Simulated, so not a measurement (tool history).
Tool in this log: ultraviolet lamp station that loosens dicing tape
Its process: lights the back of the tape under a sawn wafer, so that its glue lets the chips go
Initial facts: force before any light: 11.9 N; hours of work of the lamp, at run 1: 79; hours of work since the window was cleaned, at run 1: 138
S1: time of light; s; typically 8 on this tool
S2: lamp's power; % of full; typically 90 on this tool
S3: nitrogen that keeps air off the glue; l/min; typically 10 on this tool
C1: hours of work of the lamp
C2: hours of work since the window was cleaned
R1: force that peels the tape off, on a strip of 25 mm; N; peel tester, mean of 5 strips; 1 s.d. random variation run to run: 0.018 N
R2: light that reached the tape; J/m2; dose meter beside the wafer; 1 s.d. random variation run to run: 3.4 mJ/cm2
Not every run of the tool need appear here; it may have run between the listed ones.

Run 1, hour 0.0: usual settings; C1 79; C2 138. Result: R1 0.955 N, R2 5090 J/m2.
Run 2, hour 10.1: usual settings but S2 89 % of full; C1 84; C2 143. Result: R1 0.971 N, R2 5150 J/m2.
Run 3, hour 17.0: usual settings but S2 89 % of full; C1 87; C2 146. Result: R1 0.948 N, R2 5130 J/m2.
Run 4, hour 21.9: usual settings but S2 89 % of full; C1 90; C2 148. Result: R1 0.968 N, R2 5100 J/m2.
Run 5, hour 27.9: usual settings but S2 83 % of full; C1 92; C2 151. Result: R1 1.128 N, R2 4740 J/m2.
Run 6, hour 37.8: usual settings but S2 69 % of full; C1 97; C2 156. Result: R1 1.651 N, R2 3940 J/m2.
Run 7, hour 44.6: usual settings but S2 69 % of full; C1 100; C2 159. Result: R1 1.701 N, R2 3920 J/m2.
Run 8, hour 53.3: usual settings but S2 69 % of full; C1 105; C2 163. Result: R1 1.679 N, R2 3920 J/m2.
Run 9, hour 58.3: usual settings but S2 69 % of full; C1 107; C2 166. Result: R1 1.711 N, R2 3900 J/m2.
Run 10, hour 68.1: usual settings; C1 112; C2 170. Result: R1 0.996 N, R2 5130 J/m2.
Run 11, hour 76.0: usual settings; C1 115; C2 174. Result: R1 0.961 N, R2 5080 J/m2.
Run 12, hour 81.3: usual settings; C1 118; C2 177. Result: R1 0.985 N, R2 5080 J/m2.
Run 13, hour 92.2: usual settings; C1 123; C2 182. Result: R1 0.985 N, R2 5130 J/m2.
Run 14, hour 103.1: usual settings but S1 11 s, S2 97 % of full; C1 128; C2 187. Result: R1 0.386 N, R2 7440 J/m2.
Run 15, hour 111.2: usual settings but S1 11 s, S2 97 % of full; C1 132; C2 191. Result: R1 0.380 N, R2 7510 J/m2.
Run 16, hour 115.9: usual settings but S1 11 s, S2 97 % of full; C1 134; C2 193. Result: R1 0.408 N, R2 7490 J/m2.
At hour 117.4: window cleaned of glue's vapour.
Run 17, hour 124.8: usual settings but S1 14 s, S2 87 % of full, S3 15 l/min; C1 138; C2 4. Result: R1 0.250 N, R2 8250 J/m2.
Run 18, hour 131.1: usual settings but S1 5 s, S3 5 l/min; C1 141; C2 7. Result: R1 3.741 N, R2 3010 J/m2.
Run 19, hour 138.5: usual settings but S1 5 s, S3 5 l/min; C1 145; C2 10. Result: R1 3.619 N, R2 3020 J/m2.
At hour 140.5: window cleaned of glue's vapour, once more.
Run 20, hour 148.4: usual settings but S1 10 s, S3 7 l/min; C1 149; C2 4. Result: R1 0.746 N, R2 6590 J/m2.
Run 21, hour 154.3: usual settings but S1 10 s, S3 7 l/min; C1 152; C2 7. Result: R1 0.740 N, R2 6610 J/m2.
Run 22, hour 165.4: usual settings but S1 10 s, S3 7 l/min; C1 157; C2 12. Result: R1 0.731 N, R2 6560 J/m2.
Run 23, hour 174.4: usual settings but S1 10 s, S3 7 l/min; C1 162; C2 16. Result: R1 0.759 N, R2 6550 J/m2.
Run 24, hour 180.3: usual settings but S1 13 s, S2 68 % of full, S3 4 l/min; C1 164; C2 19. Result: R1 1.267 N, R2 6470 J/m2.
Run 25, hour 186.3: usual settings but S3 13 l/min; C1 167; C2 22. Result: R1 0.748 N, R2 5200 J/m2.

Here are 5 independent what-if runs from the current tool condition. What would each one return?
Run A, hour 190.9: usual settings but S1 7 s, S2 60 % of full, S3 8 l/min; C1 169; C2 24. Result: R1 ?, R2 ?.
Run B, hour 190.9: usual settings but S1 4 s, S2 89 % of full; C1 169; C2 24. Result: R1 ?, R2 ?.
Run C, hour 190.9: usual settings but S2 66 % of full; C1 169; C2 24. Result: R1 ?, R2 ?.
Run D, hour 190.9: usual settings but S1 5 s, S3 17 l/min; C1 169; C2 24. Result: R1 ?, R2 ?.
Run E, hour 190.9: usual settings but S1 6 s, S2 87 % of full, S3 13 l/min; C1 169; C2 24. Result: R1 ?, R2 ?.

run     R1    R2
  A  2.813  3060
  B  3.149  2550
  C  1.765  3850
  D  1.688  3240
  E  1.501  3730
Had the tool no hidden state, the same runs would have come out as:
run     R1    R2
  A  2.646  3190
  B  2.976  2670
  C  1.629  4020
  D  1.557  3380
  E  1.378  3900

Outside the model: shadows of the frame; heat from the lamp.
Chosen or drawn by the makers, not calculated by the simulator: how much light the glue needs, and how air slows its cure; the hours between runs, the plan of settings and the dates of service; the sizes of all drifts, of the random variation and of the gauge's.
